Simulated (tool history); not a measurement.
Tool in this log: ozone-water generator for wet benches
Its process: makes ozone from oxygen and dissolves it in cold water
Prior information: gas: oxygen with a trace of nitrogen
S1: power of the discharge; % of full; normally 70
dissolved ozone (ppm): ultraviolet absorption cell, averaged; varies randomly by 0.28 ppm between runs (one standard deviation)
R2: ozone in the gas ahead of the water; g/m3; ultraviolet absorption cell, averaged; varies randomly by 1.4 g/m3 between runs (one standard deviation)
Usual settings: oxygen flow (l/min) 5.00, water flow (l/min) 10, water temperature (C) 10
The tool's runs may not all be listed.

Run 1, hour 0.0: usual settings. Result: dissolved ozone (ppm) 40.1, R2 240.6 g/m3.
Run 2, hour 30.6: usual settings but water flow (l/min) 15. Result: dissolved ozone (ppm) 29.4, R2 237.6 g/m3.
Run 3, hour 61.4: usual settings but oxygen flow (l/min) 4.04. Result: dissolved ozone (ppm) 41.2, R2 267.3 g/m3.
Run 4, hour 105.0: usual settings but oxygen flow (l/min) 7.78. Result: dissolved ozone (ppm) 37.8, R2 190.9 g/m3.
Run 5, hour 154.6: usual settings. Result: dissolved ozone (ppm) 40.2, R2 237.6 g/m3.
Run 6, hour 204.9: usual settings. Result: dissolved ozone (ppm) 40.1, R2 238.7 g/m3.
Run 7, hour 244.5: usual settings. Result: dissolved ozone (ppm) 40.2, R2 236.2 g/m3.
Run 8, hour 279.7: usual settings. Result: dissolved ozone (ppm) 40.5, R2 238.2 g/m3.
Run 9, hour 313.3: usual settings. Result: dissolved ozone (ppm) 39.9, R2 239.5 g/m3.
Run 10, hour 361.7: usual settings but S1 52 % of full. Result: dissolved ozone (ppm) 31.7, R2 187.3 g/m3.
Run 11, hour 402.5: usual settings but water temperature (C) 15. Result: dissolved ozone (ppm) 36.3, R2 236.7 g/m3.
Run 12, hour 435.7: usual settings but water temperature (C) 15. Result: dissolved ozone (ppm) 36.0, R2 236.3 g/m3.
Run 13, hour 484.8: usual settings but oxygen flow (l/min) 4.31. Result: dissolved ozone (ppm) 39.9, R2 253.7 g/m3.
Run 14, hour 526.0: usual settings but oxygen flow (l/min) 4.31. Result: dissolved ozone (ppm) 39.7, R2 253.8 g/m3.
Run 15, hour 569.5: usual settings but oxygen flow (l/min) 4.31. Result: dissolved ozone (ppm) 39.9, R2 253.3 g/m3.
Run 16, hour 600.7: usual settings but oxygen flow (l/min) 4.31. Result: dissolved ozone (ppm) 39.6, R2 255.5 g/m3.
Run 17, hour 652.8: usual settings but oxygen flow (l/min) 4.31. Result: dissolved ozone (ppm) 39.5, R2 254.8 g/m3.
Run 18, hour 700.0: usual settings but oxygen flow (l/min) 4.31. Result: dissolved ozone (ppm) 39.5, R2 253.8 g/m3.
Run 19, hour 730.5: usual settings but oxygen flow (l/min) 4.31. Result: dissolved ozone (ppm) 39.6, R2 253.5 g/m3.
Run 20, hour 761.6: usual settings but oxygen flow (l/min) 4.31. Result: dissolved ozone (ppm) 39.2, R2 253.1 g/m3.
Run 21, hour 786.5: usual settings but S1 42 % of full, water flow (l/min) 11, water temperature (C) 8. Result: dissolved ozone (ppm) 25.5, R2 159.2 g/m3.
Run 22, hour 838.8: usual settings but water temperature (C) 12. Result: dissolved ozone (ppm) 37.0, R2 231.9 g/m3.
Run 23, hour 876.7: usual settings but S1 53 % of full, oxygen flow (l/min) 5.84, water flow (l/min) 16, water temperature (C) 6. Result: dissolved ozone (ppm) 22.7, R2 172.9 g/m3.
Run 24, hour 907.3: usual settings but S1 48 % of full, oxygen flow (l/min) 6.11. Result: dissolved ozone (ppm) 28.5, R2 158.6 g/m3.
Run 25, hour 959.0: usual settings but S1 42 % of full. Result: dissolved ozone (ppm) 26.1, R2 158.3 g/m3.
Run 26, hour 986.4: usual settings but S1 42 % of full, water flow (l/min) 7, water temperature (C) 9. Result: dissolved ozone (ppm) 33.9, R2 157.4 g/m3.
Run 27, hour 1012.1: usual settings but S1 42 % of full, water flow (l/min) 7, water temperature (C) 9. Result: dissolved ozone (ppm) 33.5, R2 156.5 g/m3.
Run 28, hour 1047.1: usual settings but S1 42 % of full, water flow (l/min) 7, water temperature (C) 9. Result: dissolved ozone (ppm) 33.6, R2 156.7 g/m3.
Run 29, hour 1079.9: usual settings but oxygen flow (l/min) 3.31, water temperature (C) 7. Result: dissolved ozone (ppm) 40.7, R2 288.8 g/m3.
Run 30, hour 1107.9: usual settings but oxygen flow (l/min) 3.31, water temperature (C) 7. Result: dissolved ozone (ppm) 40.3, R2 288.2 g/m3.
Run 31, hour 1138.1: usual settings but oxygen flow (l/min) 3.31, water temperature (C) 7. Result: dissolved ozone (ppm) 40.3, R2 286.7 g/m3.
Run 32, hour 1177.7: usual settings but oxygen flow (l/min) 3.31, water temperature (C) 7. Result: dissolved ozone (ppm) 40.1, R2 284.6 g/m3.
Run 33, hour 1200.6: usual settings but oxygen flow (l/min) 4.80. Result: dissolved ozone (ppm) 38.6, R2 234.9 g/m3.

What if the next run were any one of these 3? Each begins from the tool's condition after run 33:
Run A, hour 1233.7: usual settings but S1 85 % of full, oxygen flow (l/min) 7.76, water flow (l/min) 11. Result: dissolved ozone (ppm) ?, R2 ?.
Run B, hour 1233.7: usual settings but oxygen flow (l/min) 3.46. Result: dissolved ozone (ppm) ?, R2 ?.
Run C, hour 1233.7: usual settings but oxygen flow (l/min) 7.12. Result: dissolved ozone (ppm) ?, R2 ?.

run  dissolved ozone (ppm)     R2
  A                   39.2  210.3
  B                   38.4  280.4
  C                   36.1  191.1
Without the tool's hidden state the same runs would have given:
run  dissolved ozone (ppm)     R2
  A                   45.9  235.7
  B                   44.2  309.7
  C                   41.5  211.0
